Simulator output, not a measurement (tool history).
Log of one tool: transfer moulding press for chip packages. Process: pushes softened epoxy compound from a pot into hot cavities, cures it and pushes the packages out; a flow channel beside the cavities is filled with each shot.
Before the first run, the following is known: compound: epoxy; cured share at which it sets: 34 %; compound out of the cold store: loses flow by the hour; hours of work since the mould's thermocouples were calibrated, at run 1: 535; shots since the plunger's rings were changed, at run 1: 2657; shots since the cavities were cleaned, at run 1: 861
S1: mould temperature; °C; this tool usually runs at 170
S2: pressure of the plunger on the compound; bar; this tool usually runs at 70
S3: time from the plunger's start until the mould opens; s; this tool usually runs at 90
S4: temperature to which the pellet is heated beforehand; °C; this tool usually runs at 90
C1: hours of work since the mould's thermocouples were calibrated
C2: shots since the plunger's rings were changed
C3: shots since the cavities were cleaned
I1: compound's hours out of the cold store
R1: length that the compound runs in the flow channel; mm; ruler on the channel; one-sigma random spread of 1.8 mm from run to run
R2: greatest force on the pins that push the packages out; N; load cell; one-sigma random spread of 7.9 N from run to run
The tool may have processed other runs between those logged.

{"run": 1, "day": 0.0, "S1": 170, "S2": 70, "S3": 90, "S4": 90, "C1": 535, "C2": 2657, "C3": 861, "I1": 47.8, "R1": 670, "R2": 455}
{"day": 0.775, "done": "cavities cleaned with cleaning compound and waxed"}
{"run": 2, "day": 1.288, "S1": 170, "S2": 61.1, "S3": 90, "S4": 90, "C1": 551, "C2": 2986, "C3": 137, "I1": 14.1, "R1": 725, "R2": 374}
{"day": 1.992, "done": "plunger's sealing rings changed"}
{"run": 3, "day": 2.783, "S1": 170, "S2": 61.1, "S3": 90, "S4": 90, "C1": 569, "C2": 213, "C3": 512, "I1": 39.3, "R1": 668, "R2": 426}
{"day": 4.783, "done": "cavities cleaned with cleaning compound and waxed"}
{"run": 4, "day": 5.275, "S1": 170, "S2": 61.1, "S3": 90, "S4": 90, "C1": 601, "C2": 867, "C3": 132, "I1": 25.2, "R1": 711, "R2": 360}
{"run": 5, "day": 7.617, "S1": 170, "S2": 52.8, "S3": 90, "S4": 90, "C1": 631, "C2": 1497, "C3": 762, "I1": 19.4, "R1": 669, "R2": 483}
{"day": 8.833, "done": "cavities cleaned with cleaning compound and waxed"}
{"run": 6, "day": 10.4, "S1": 170, "S2": 52.8, "S3": 90, "S4": 90, "C1": 666, "C2": 2230, "C3": 422, "I1": 28.6, "R1": 636, "R2": 417}
{"run": 7, "day": 12.529, "S1": 170, "S2": 70, "S3": 90, "S4": 86, "C1": 694, "C2": 2803, "C3": 995, "I1": 25.6, "R1": 742, "R2": 481}
{"day": 12.867, "done": "cavities cleaned with cleaning compound and waxed"}
{"day": 14.175, "done": "plunger's sealing rings changed"}
{"run": 8, "day": 15.479, "S1": 170, "S2": 70, "S3": 90, "S4": 86, "C1": 730, "C2": 351, "C3": 675, "I1": 35, "R1": 727, "R2": 440}
{"day": 16.988, "done": "cavities cleaned with cleaning compound and waxed"}
{"run": 9, "day": 18.167, "S1": 170, "S2": 70, "S3": 90, "S4": 86, "C1": 764, "C2": 1057, "C3": 317, "I1": 17, "R1": 782, "R2": 395}
{"day": 20.862, "done": "cavities cleaned with cleaning compound and waxed"}
{"run": 10, "day": 20.862, "S1": 170, "S2": 70, "S3": 90, "S4": 86, "C1": 798, "C2": 1767, "C3": 0, "I1": 28, "R1": 737, "R2": 331}
{"run": 11, "day": 23.162, "S1": 170, "S2": 70, "S3": 90, "S4": 86, "C1": 828, "C2": 2386, "C3": 619, "I1": 34.1, "R1": 711, "R2": 444}
{"day": 24.883, "done": "cavities cleaned with cleaning compound and waxed"}
{"day": 25.458, "done": "mould's thermocouples calibrated"}
{"run": 12, "day": 25.458, "S1": 170, "S2": 70, "S3": 90, "S4": 86, "C1": 0, "C2": 2964, "C3": 132, "I1": 12.8, "R1": 789, "R2": 408}
{"day": 26.446, "done": "plunger's sealing rings changed"}
{"run": 13, "day": 27.162, "S1": 170, "S2": 70, "S3": 90, "S4": 90, "C1": 21, "C2": 192, "C3": 562, "I1": 13.9, "R1": 804, "R2": 487}
{"day": 29.021, "done": "cavities cleaned with cleaning compound and waxed"}
{"run": 14, "day": 29.067, "S1": 170, "S2": 66.5, "S3": 90, "S4": 90, "C1": 45, "C2": 689, "C3": 13, "I1": 40.2, "R1": 694, "R2": 364}
{"run": 15, "day": 30.721, "S1": 170, "S2": 77, "S3": 129, "S4": 88, "C1": 66, "C2": 1134, "C3": 458, "I1": 17.9, "R1": 823, "R2": 365}

For run 16, what comes out?
{"run": 16, "day": 32.771, "S1": 170, "S2": 77, "S3": 129, "S4": 88, "C1": 93, "C2": 1686, "C3": 1010, "I1": 12.2, "R1": "?", "R2": "?"}

{"run 16": {"R1": 838, "R2": 405}}
Had the tool carried no hidden state, the very same run would have given R1 856 mm, R2 275 N.

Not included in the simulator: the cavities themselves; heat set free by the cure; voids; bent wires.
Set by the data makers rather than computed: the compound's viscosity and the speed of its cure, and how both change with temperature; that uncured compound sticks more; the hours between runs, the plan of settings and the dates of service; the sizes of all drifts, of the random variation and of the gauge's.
